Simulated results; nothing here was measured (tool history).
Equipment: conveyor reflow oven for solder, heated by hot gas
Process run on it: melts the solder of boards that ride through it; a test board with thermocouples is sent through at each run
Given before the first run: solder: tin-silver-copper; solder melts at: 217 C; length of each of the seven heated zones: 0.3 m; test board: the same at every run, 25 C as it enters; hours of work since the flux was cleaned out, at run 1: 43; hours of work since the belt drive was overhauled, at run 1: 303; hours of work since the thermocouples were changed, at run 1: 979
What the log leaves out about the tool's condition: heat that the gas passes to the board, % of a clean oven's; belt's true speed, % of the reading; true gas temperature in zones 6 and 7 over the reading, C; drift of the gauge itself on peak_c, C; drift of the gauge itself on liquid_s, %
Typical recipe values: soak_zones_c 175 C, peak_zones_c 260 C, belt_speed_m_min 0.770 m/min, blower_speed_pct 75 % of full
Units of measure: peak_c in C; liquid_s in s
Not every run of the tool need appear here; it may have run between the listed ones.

| run | day | soak_zones_c | peak_zones_c | belt_speed_m_min | blower_speed_pct | hours of work since the flux was cleaned out | hours of work since the belt drive was overhauled | hours of work since the thermocouples were changed | peak_c | liquid_s |
|---|---|---|---|---|---|---|---|---|---|---|
| 1 | 0.000 | 175 | 260 | 0.770 | 75 | 43 | 303 | 979 | 248.5 | 34.0 |
|  | 0.362 | thermocouples of zones 6 and 7 changed |
| 2 | 0.412 | 175 | 260 | 0.770 | 75 | 49 | 309 | 1 | 245.1 | 32.4 |
| 3 | 0.829 | 175 | 260 | 0.770 | 74 | 57 | 316 | 8 | 245.2 | 32.1 |
| 4 | 1.200 | 175 | 260 | 0.770 | 75 | 63 | 323 | 15 | 245.1 | 32.0 |
| 5 | 1.550 | 175 | 260 | 0.894 | 75 | 70 | 329 | 21 | 240.2 | 24.1 |
| 6 | 1.900 | 175 | 260 | 0.894 | 75 | 76 | 335 | 28 | 240.5 | 24.4 |
| 7 | 2.379 | 175 | 260 | 0.912 | 75 | 85 | 344 | 36 | 239.6 | 23.0 |
| 8 | 2.654 | 175 | 260 | 0.912 | 75 | 90 | 349 | 41 | 239.5 | 23.3 |
| 9 | 3.025 | 175 | 260 | 0.912 | 75 | 96 | 356 | 48 | 239.8 | 23.3 |
| 10 | 3.317 | 175 | 260 | 0.912 | 75 | 101 | 361 | 53 | 239.6 | 23.2 |
| 11 | 3.546 | 175 | 260 | 0.912 | 75 | 106 | 365 | 57 | 239.4 | 23.0 |
| 12 | 3.804 | 175 | 260 | 0.770 | 75 | 110 | 370 | 62 | 244.8 | 32.4 |
| 13 | 4.062 | 175 | 260 | 0.770 | 75 | 115 | 374 | 67 | 244.8 | 31.9 |
| 14 | 4.529 | 175 | 260 | 0.770 | 75 | 123 | 383 | 75 | 244.6 | 31.7 |
| 15 | 4.892 | 160 | 260 | 0.749 | 75 | 130 | 389 | 82 | 243.0 | 28.6 |
| 16 | 5.233 | 160 | 260 | 0.749 | 75 | 136 | 395 | 88 | 242.9 | 28.8 |
| 17 | 5.521 | 175 | 260 | 0.694 | 79 | 141 | 401 | 93 | 248.0 | 38.3 |
| 18 | 5.750 | 175 | 260 | 0.805 | 54 | 145 | 405 | 97 | 239.8 | 26.4 |
| 19 | 6.062 | 175 | 256 | 0.798 | 88 | 151 | 410 | 103 | 241.9 | 29.1 |
| 20 | 6.312 | 165 | 260 | 0.770 | 75 | 155 | 415 | 107 | 243.2 | 28.4 |
| 21 | 6.508 | 165 | 260 | 0.770 | 75 | 159 | 419 | 111 | 242.8 | 28.5 |
| 22 | 6.950 | 165 | 260 | 0.770 | 75 | 167 | 426 | 119 | 242.7 | 28.6 |
| 23 | 7.317 | 168 | 271 | 0.621 | 63 | 174 | 433 | 125 | 257.8 | 45.5 |
| 24 | 7.712 | 168 | 271 | 0.621 | 63 | 181 | 440 | 133 | 257.9 | 46.1 |
| 25 | 7.942 | 168 | 271 | 0.621 | 63 | 185 | 444 | 137 | 257.6 | 46.1 |
| 26 | 8.358 | 175 | 271 | 0.897 | 59 | 192 | 452 | 144 | 245.4 | 25.9 |

Describe how what the log doesn't record of the tool's condition differs between the last listed run preceding each entry between runs and the first listed run following it.
Logged between run 1 and run 2: thermocouples of zones 6 and 7 changed (day 0.362)
  heat that the gas passes to the board, % of a clean oven's: 98.3 -> 98.1; belt's true speed, % of the reading: 99.17 -> 99.16; true gas temperature in zones 6 and 7 over the reading, C: 3.28 -> -0.72
  the result without the hidden state subtracted from the measured one, peak_c: +2.7 -> -0.8 C; liquid_s: +1.5 -> -0.2 s
